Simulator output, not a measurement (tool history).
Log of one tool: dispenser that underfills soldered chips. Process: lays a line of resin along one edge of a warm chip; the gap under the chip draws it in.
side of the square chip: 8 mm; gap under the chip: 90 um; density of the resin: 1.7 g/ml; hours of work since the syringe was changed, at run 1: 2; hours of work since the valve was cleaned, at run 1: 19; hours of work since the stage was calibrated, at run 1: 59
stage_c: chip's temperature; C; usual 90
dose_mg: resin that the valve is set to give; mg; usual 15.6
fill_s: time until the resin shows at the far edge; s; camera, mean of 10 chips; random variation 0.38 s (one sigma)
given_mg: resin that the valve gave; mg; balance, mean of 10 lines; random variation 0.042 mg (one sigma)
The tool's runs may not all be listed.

run	hour	stage_c	dose_mg	hours of work since the syringe was changed	hours of work since the valve was cleaned	hours of work since the stage was calibrated	fill_s	given_mg
1	0	90	15.6	2	19	59	27.5	15.46
# hour 4.7: new syringe of resin
2	8.8	90	15.6	3	25	65	28.3	15.3
# hour 13.1: new syringe of resin
3	14.5	90	15.6	1	28	69	24.4	15.32
# hour 21.8: new syringe of resin
4	22.3	90	15.6	0	34	74	24	15.18
# hour 30.3: new syringe of resin
5	30.3	90	17	0	39	79	23	16.53
6	33.9	90	17	3	42	82	26.9	16.48
# hour 38.6: new syringe of resin
7	41.7	90	17	2	47	87	27.2	16.39
# hour 46.7: new syringe of resin
8	46.8	90	17.5	0	50	90	22.6	16.86
9	53.6	90	15.6	5	55	95	32.4	14.93
# hour 54.9: new syringe of resin
10	58	90	15.6	2	58	98	27.3	14.87
# hour 62.9: new syringe of resin
11	63	90	15.6	0	61	101	23.9	14.9
12	70.6	90	15.6	5	66	107	34.1	14.89
# hour 71.6: new syringe of resin
13	79.3	90	15.6	5	72	113	35	14.74
# hour 80: new syringe of resin
# hour 83.9: dispensing valve cleaned and set on the balance
14	84.1	90	16.2	2	0	115	27.1	16.19
15	88.6	90	16.2	5	3	118	35.1	16.17
# hour 89.5: new syringe of resin
16	93.7	90	16.2	3	7	122	28.6	16.1
# hour 98.2: new syringe of resin
17	99.3	90	16.2	1	10	125	24	16
18	103.9	90	16.2	4	14	128	31.2	16.02
# hour 106.4: new syringe of resin
19	108.5	90	16.2	1	17	131	25	15.98
# hour 114.7: new syringe of resin
20	115.8	87	15.5	1	21	136	26.8	15.26
# hour 123.4: new syringe of resin
21	123.8	104	20.1	0	27	142	16.1	19.7
# hour 131.6: new syringe of resin
22	132.4	91	18	1	33	147	23.2	17.53
# hour 140: new syringe of resin
23	141.2	79	15	1	39	153	34.3	14.52
24	147.7	86	14.4	5	43	158	39.6	13.97
# hour 148.4: new syringe of resin
25	154.7	86	14.4	4	48	163	37.3	13.84
# hour 157: new syringe of resin
26	162.6	104	18.1	4	53	168	21.4	17.33
# hour 165.5: new syringe of resin
27	170.2	94	14.5	3	58	173	27.4	13.83
# hour 174.1: new syringe of resin
28	178.9	94	14.5	3	64	179	27	13.83
# hour 182.6: new syringe of resin
29	183.4	100	14.2	1	67	182	19.1	13.38
# hour 190.7: new syringe of resin
30	192.2	100	14.2	1	73	188	19.7	13.41
# hour 195.9: dispensing valve cleaned and set on the balance
# hour 200: new syringe of resin
31	200.2	100	14.2	0	3	192	17.3	14.21
# hour 208.3: new syringe of resin
32	208.3	102	13.4	0	8	198	16.5	13.28
33	212.5	75	14.9	3	11	201	46.1	14.76
# hour 216.3: new syringe of resin
34	220.7	97	15.5	3	17	206	24.9	15.31
# hour 224.6: new syringe of resin
35	225.6	86	13.4	1	20	210	28.3	13.19

Forecast each of these 3 alternatives for the next run:
A	229.4	86	16	3	23	212	?	?
B	229.4	94	16.3	3	23	212	?	?
C	229.4	84	15.3	3	23	212	?	?

run	fill_s	given_mg
A	32.9	15.68
B	26.3	15.98
C	35.5	15.07
Without the tool's hidden state the same runs would have given:
run	fill_s	given_mg
A	25.1	15.95
B	20.1	16.26
C	27.2	15.33
